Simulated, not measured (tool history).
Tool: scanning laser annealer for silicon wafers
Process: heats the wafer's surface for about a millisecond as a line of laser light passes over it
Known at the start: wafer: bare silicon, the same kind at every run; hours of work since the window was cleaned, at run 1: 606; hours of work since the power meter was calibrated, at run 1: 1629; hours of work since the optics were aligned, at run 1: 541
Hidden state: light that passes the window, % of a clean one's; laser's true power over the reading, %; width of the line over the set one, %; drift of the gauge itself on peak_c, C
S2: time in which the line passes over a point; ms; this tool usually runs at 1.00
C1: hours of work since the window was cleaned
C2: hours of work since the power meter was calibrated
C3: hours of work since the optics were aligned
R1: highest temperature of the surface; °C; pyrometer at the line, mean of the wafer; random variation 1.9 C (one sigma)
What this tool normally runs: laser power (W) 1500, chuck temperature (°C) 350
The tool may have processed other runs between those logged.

{"run": 1, "hour": 0.0, "laser power (W)": 1500, "S2": 1.0, "chuck temperature (°C)": 350, "C1": 606, "C2": 1629, "C3": 541, "R1": 1074}
{"run": 2, "hour": 80.8, "laser power (W)": 1500, "S2": 1.0, "chuck temperature (°C)": 350, "C1": 662, "C2": 1685, "C3": 597, "R1": 1075}
{"hour": 125.2, "done": "window over the wafer cleaned"}
{"run": 3, "hour": 143.8, "laser power (W)": 1500, "S2": 1.0, "chuck temperature (°C)": 350, "C1": 13, "C2": 1727, "C3": 639, "R1": 1091}
{"run": 4, "hour": 191.5, "laser power (W)": 1514, "S2": 1.0, "chuck temperature (°C)": 350, "C1": 46, "C2": 1760, "C3": 672, "R1": 1095}
{"run": 5, "hour": 228.6, "laser power (W)": 1341, "S2": 1.0, "chuck temperature (°C)": 350, "C1": 71, "C2": 1786, "C3": 697, "R1": 1009}
{"run": 6, "hour": 313.5, "laser power (W)": 1341, "S2": 1.0, "chuck temperature (°C)": 350, "C1": 130, "C2": 1844, "C3": 756, "R1": 1006}
{"run": 7, "hour": 393.3, "laser power (W)": 1470, "S2": 1.0, "chuck temperature (°C)": 350, "C1": 185, "C2": 1900, "C3": 811, "R1": 1069}
{"run": 8, "hour": 458.7, "laser power (W)": 1470, "S2": 1.0, "chuck temperature (°C)": 350, "C1": 230, "C2": 1945, "C3": 856, "R1": 1067}
{"run": 9, "hour": 493.1, "laser power (W)": 1500, "S2": 1.0, "chuck temperature (°C)": 350, "C1": 254, "C2": 1968, "C3": 880, "R1": 1080}
{"run": 10, "hour": 549.6, "laser power (W)": 1500, "S2": 1.0, "chuck temperature (°C)": 350, "C1": 293, "C2": 2007, "C3": 919, "R1": 1077}
{"hour": 581.8, "done": "optics aligned, line set to its width"}
{"run": 11, "hour": 619.8, "laser power (W)": 1500, "S2": 1.0, "chuck temperature (°C)": 350, "C1": 338, "C2": 2052, "C3": 26, "R1": 1092}
{"run": 12, "hour": 686.8, "laser power (W)": 1500, "S2": 1.0, "chuck temperature (°C)": 350, "C1": 384, "C2": 2099, "C3": 72, "R1": 1091}
{"run": 13, "hour": 759.7, "laser power (W)": 1500, "S2": 1.0, "chuck temperature (°C)": 370, "C1": 435, "C2": 2149, "C3": 123, "R1": 1104}
{"run": 14, "hour": 841.6, "laser power (W)": 1500, "S2": 0.73, "chuck temperature (°C)": 370, "C1": 491, "C2": 2206, "C3": 179, "R1": 1000}
{"run": 15, "hour": 886.8, "laser power (W)": 1500, "S2": 1.0, "chuck temperature (°C)": 314, "C1": 522, "C2": 2237, "C3": 211, "R1": 1045}
{"run": 16, "hour": 962.3, "laser power (W)": 1500, "S2": 1.0, "chuck temperature (°C)": 314, "C1": 575, "C2": 2289, "C3": 263, "R1": 1045}
{"run": 17, "hour": 1024.6, "laser power (W)": 1500, "S2": 1.0, "chuck temperature (°C)": 314, "C1": 618, "C2": 2332, "C3": 306, "R1": 1044}
{"run": 18, "hour": 1110.1, "laser power (W)": 1500, "S2": 1.0, "chuck temperature (°C)": 314, "C1": 677, "C2": 2391, "C3": 365, "R1": 1040}
{"hour": 1135.3, "done": "window over the wafer cleaned"}
{"run": 19, "hour": 1173.2, "laser power (W)": 1500, "S2": 1.0, "chuck temperature (°C)": 314, "C1": 26, "C2": 2433, "C3": 407, "R1": 1051}
{"run": 20, "hour": 1238.8, "laser power (W)": 1500, "S2": 1.0, "chuck temperature (°C)": 314, "C1": 71, "C2": 2478, "C3": 452, "R1": 1053}
{"run": 21, "hour": 1288.1, "laser power (W)": 1535, "S2": 1.17, "chuck temperature (°C)": 356, "C1": 105, "C2": 2512, "C3": 486, "R1": 1170}
{"run": 22, "hour": 1350.8, "laser power (W)": 1535, "S2": 1.17, "chuck temperature (°C)": 356, "C1": 149, "C2": 2556, "C3": 530, "R1": 1166}
{"run": 23, "hour": 1416.0, "laser power (W)": 1305, "S2": 1.15, "chuck temperature (°C)": 312, "C1": 194, "C2": 2601, "C3": 575, "R1": 998}
{"run": 24, "hour": 1474.4, "laser power (W)": 1580, "S2": 0.97, "chuck temperature (°C)": 332, "C1": 234, "C2": 2641, "C3": 615, "R1": 1092}
{"run": 25, "hour": 1551.5, "laser power (W)": 1580, "S2": 0.97, "chuck temperature (°C)": 332, "C1": 287, "C2": 2694, "C3": 668, "R1": 1092}
{"run": 26, "hour": 1604.7, "laser power (W)": 1295, "S2": 1.07, "chuck temperature (°C)": 368, "C1": 324, "C2": 2731, "C3": 705, "R1": 1023}

Predict the results of run 27:
{"run": 27, "hour": 1647.2, "laser power (W)": 1349, "S2": 1.14, "chuck temperature (°C)": 389, "C1": 353, "C2": 2760, "C3": 734, "R1": "?"}

{"run 27": {"R1": 1090}}
Without the tool's hidden state the same run would have given R1 1105 °C.
